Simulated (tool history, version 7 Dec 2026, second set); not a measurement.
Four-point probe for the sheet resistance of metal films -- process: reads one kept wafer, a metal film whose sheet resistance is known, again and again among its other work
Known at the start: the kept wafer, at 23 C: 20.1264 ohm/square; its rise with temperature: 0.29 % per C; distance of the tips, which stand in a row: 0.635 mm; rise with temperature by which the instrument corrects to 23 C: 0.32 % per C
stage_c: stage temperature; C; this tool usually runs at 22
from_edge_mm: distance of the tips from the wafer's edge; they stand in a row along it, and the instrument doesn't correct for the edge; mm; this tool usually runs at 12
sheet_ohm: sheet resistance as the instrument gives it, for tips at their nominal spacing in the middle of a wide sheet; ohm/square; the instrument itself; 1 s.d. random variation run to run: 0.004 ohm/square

run 1 hour=0 | stage_c=22 from_edge_mm=12 | sheet_ohm=20.163286
run 2 hour=99.7 | stage_c=23 from_edge_mm=12 | sheet_ohm=20.154693
run 3 hour=187 | stage_c=22 from_edge_mm=52 | sheet_ohm=20.136368
run 4 hour=298.1 | stage_c=22 from_edge_mm=12 | sheet_ohm=20.169336
run 5 hour=434.3 | stage_c=22 from_edge_mm=23 | sheet_ohm=20.131851
run 6 hour=538 | stage_c=22 from_edge_mm=23 | sheet_ohm=20.138883
run 7 hour=599 | stage_c=31 from_edge_mm=12 | sheet_ohm=20.10165
run 8 hour=703.2 | stage_c=31 from_edge_mm=12 | sheet_ohm=20.109898
run 9 hour=830.9 | stage_c=31 from_edge_mm=12 | sheet_ohm=20.107284
run 10 hour=972 | stage_c=22 from_edge_mm=12 | sheet_ohm=20.167823
-- hour=1077.1 stage's thermometer calibrated
run 11 hour=1109.3 | stage_c=22 from_edge_mm=12 | sheet_ohm=20.165228
run 12 hour=1187.1 | stage_c=22 from_edge_mm=12 | sheet_ohm=20.166939
run 13 hour=1308.7 | stage_c=22 from_edge_mm=12 | sheet_ohm=20.159739
run 14 hour=1451.3 | stage_c=22 from_edge_mm=12 | sheet_ohm=20.16396
run 15 hour=1589.4 | stage_c=22 from_edge_mm=12 | sheet_ohm=20.168279
run 16 hour=1660.3 | stage_c=30 from_edge_mm=12 | sheet_ohm=20.115949
run 17 hour=1786.9 | stage_c=22 from_edge_mm=12 | sheet_ohm=20.160633
run 18 hour=1881.2 | stage_c=22 from_edge_mm=12 | sheet_ohm=20.163423
run 19 hour=1985 | stage_c=22 from_edge_mm=12 | sheet_ohm=20.16392
run 20 hour=2050 | stage_c=22 from_edge_mm=12 | sheet_ohm=20.164767
run 21 hour=2186.7 | stage_c=22 from_edge_mm=12 | sheet_ohm=20.160024
run 22 hour=2305.6 | stage_c=24 from_edge_mm=10 | sheet_ohm=20.162866
run 23 hour=2431.5 | stage_c=30 from_edge_mm=8 | sheet_ohm=20.144721
run 24 hour=2561.1 | stage_c=30 from_edge_mm=8 | sheet_ohm=20.141945
run 25 hour=2658.1 | stage_c=30 from_edge_mm=9 | sheet_ohm=20.136768
run 26 hour=2720.9 | stage_c=30 from_edge_mm=9 | sheet_ohm=20.126813
run 27 hour=2817.2 | stage_c=23 from_edge_mm=12 | sheet_ohm=20.159718
run 28 hour=2923 | stage_c=24 from_edge_mm=25 | sheet_ohm=20.125354
run 29 hour=3064.5 | stage_c=24 from_edge_mm=25 | sheet_ohm=20.134227
run 30 hour=3148 | stage_c=24 from_edge_mm=25 | sheet_ohm=20.118271
run 31 hour=3290.9 | stage_c=24 from_edge_mm=25 | sheet_ohm=20.129201
run 32 hour=3404.2 | stage_c=27 from_edge_mm=25 | sheet_ohm=20.113084
run 33 hour=3517.6 | stage_c=27 from_edge_mm=25 | sheet_ohm=20.100995
run 34 hour=3579.6 | stage_c=27 from_edge_mm=6 | sheet_ohm=20.221492
run 35 hour=3660.2 | stage_c=19 from_edge_mm=5 | sheet_ohm=20.330866
-- hour=3690.9 stage's thermometer calibrated
-- hour=3706.9 new probe head fitted
run 36 hour=3752.9 | stage_c=19 from_edge_mm=5 | sheet_ohm=20.329166
run 37 hour=3898.3 | stage_c=20 from_edge_mm=8 | sheet_ohm=20.216282
run 38 hour=4024.8 | stage_c=22 from_edge_mm=17 | sheet_ohm=20.151094
run 39 hour=4117.4 | stage_c=25 from_edge_mm=24 | sheet_ohm=20.123787

Below are 5 alternative next runs, each starting from the tool's condition after run 39. Predict each:
run A hour=4186.6 | stage_c=25 from_edge_mm=12 | sheet_ohm=?
run B hour=4186.6 | stage_c=27 from_edge_mm=39 | sheet_ohm=?
run C hour=4186.6 | stage_c=26 from_edge_mm=5 | sheet_ohm=?
run D hour=4186.6 | stage_c=32 from_edge_mm=12 | sheet_ohm=?
run E hour=4186.6 | stage_c=23 from_edge_mm=6 | sheet_ohm=?

run=A sheet_ohm=20.146436
run=B sheet_ohm=20.101971
run=C sheet_ohm=20.283226
run=D sheet_ohm=20.096745
run=E sheet_ohm=20.245123
The same runs, with their run-to-run variation unchanged, on a tool lacking any hidden condition would have given:
run=A sheet_ohm=20.146084
run=B sheet_ohm=20.101619
run=C sheet_ohm=20.282872
run=D sheet_ohm=20.096393
run=E sheet_ohm=20.244769
